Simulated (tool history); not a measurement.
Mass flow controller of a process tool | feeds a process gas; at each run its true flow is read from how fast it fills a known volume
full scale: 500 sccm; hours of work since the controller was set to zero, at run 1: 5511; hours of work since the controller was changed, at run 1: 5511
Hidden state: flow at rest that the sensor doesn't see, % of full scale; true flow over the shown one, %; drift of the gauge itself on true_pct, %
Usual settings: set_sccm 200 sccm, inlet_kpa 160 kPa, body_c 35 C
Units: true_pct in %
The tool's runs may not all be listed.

run	hour	set_sccm	inlet_kpa	body_c	hours of work since the controller was set to zero	hours of work since the controller was changed	true_pct
1	0.0	200	160	35	5511	5511	100.20
2	63.5	200	160	35	5534	5534	100.09
3	102.8	269	160	35	5548	5548	100.15
4	149.0	470	160	35	5565	5565	100.23
5	226.0	470	160	35	5593	5593	100.23
6	281.0	200	160	24	5613	5613	99.24
7	366.5	200	160	24	5644	5644	99.14
8	445.3	151	160	35	5673	5673	99.85
9	518.4	151	160	35	5699	5699	99.81
10	589.8	151	160	35	5725	5725	99.75
11	667.6	183	160	26	5754	5754	99.12

The next listed run, before its measurement:
12	753.5	183	160	26	5785	5785	?

Run 12 gave true_pct 99.04 %.
Without the tool's hidden state the same run would have given true_pct 99.55 %.

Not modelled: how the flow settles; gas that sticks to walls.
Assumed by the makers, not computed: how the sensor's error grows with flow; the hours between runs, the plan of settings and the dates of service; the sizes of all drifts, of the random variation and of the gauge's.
